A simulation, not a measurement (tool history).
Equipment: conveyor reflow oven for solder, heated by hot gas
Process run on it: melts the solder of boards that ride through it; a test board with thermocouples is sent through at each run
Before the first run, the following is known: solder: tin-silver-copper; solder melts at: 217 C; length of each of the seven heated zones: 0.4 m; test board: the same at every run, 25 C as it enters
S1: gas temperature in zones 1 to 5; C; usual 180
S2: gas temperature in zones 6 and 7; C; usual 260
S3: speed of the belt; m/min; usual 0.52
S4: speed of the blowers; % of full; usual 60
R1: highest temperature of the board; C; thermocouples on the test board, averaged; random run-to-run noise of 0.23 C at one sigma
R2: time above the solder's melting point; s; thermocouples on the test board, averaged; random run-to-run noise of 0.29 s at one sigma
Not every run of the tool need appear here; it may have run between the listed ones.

run,hour,S1,S2,S3,S4,R1,R2
1,0,180,260,0.52,60,248.4,69
2,38.2,180,260,0.52,60,248.5,69.2
# hour 54.2: flux residue cleaned out of gas plates and filters
# hour 103.2: thermocouples of zones 6 and 7 changed
3,121.9,180,274,0.52,60,258.3,77.9
4,179.1,180,260,0.52,60,246,67
5,218.6,180,263,0.52,60,248.7,69.7
6,287.9,180,260,0.52,60,246,66.8
7,363.9,180,260,0.52,60,245.6,66.2
8,427.5,187,260,0.52,60,246.8,71.6
9,460.4,187,260,0.52,60,246.8,72.3
# hour 469: belt drive overhauled, speed set with a stopwatch
10,514.5,187,260,0.52,60,247.3,73.2
# hour 525.8: flux residue cleaned out of gas plates and filters
11,558.8,187,260,0.52,60,248.4,74.7
12,614.3,180,260,0.52,60,247.4,69.9
13,679,180,260,0.52,60,246.7,69.4
# hour 701.3: belt drive overhauled, speed set with a stopwatch, once more
14,715.9,180,271,0.52,60,255.7,74.4
15,790.4,180,271,0.52,60,255.4,73.4
16,857.2,188,271,0.52,60,256.6,79.3
17,928.2,194,255,0.515,62,245,73.8
# hour 993.3: flux residue cleaned out of gas plates and filters
18,998.1,172,255,0.477,77,246.2,71.1
19,1052.6,167,263,0.47,66,251.8,74.1
20,1108.1,167,263,0.47,66,251.7,73.9
21,1186.9,167,263,0.47,66,251.6,74.4
22,1247.5,167,254,0.47,82,245.3,68.6
23,1321.3,167,254,0.47,82,245.5,69
24,1354.5,180,260,0.618,54,239.4,45.8
25,1431.6,180,260,0.52,64,247,67.2

For run 26, what comes out?
# hour 1454.9: flux residue cleaned out of gas plates and filters
26,1471.9,171,260,0.612,60,?,?

{"run 26": {"R1": 240.9, "R2": 45.3}}
Without the tool's hidden state the same run would have given R1 238.3 C, R2 42.2 s.

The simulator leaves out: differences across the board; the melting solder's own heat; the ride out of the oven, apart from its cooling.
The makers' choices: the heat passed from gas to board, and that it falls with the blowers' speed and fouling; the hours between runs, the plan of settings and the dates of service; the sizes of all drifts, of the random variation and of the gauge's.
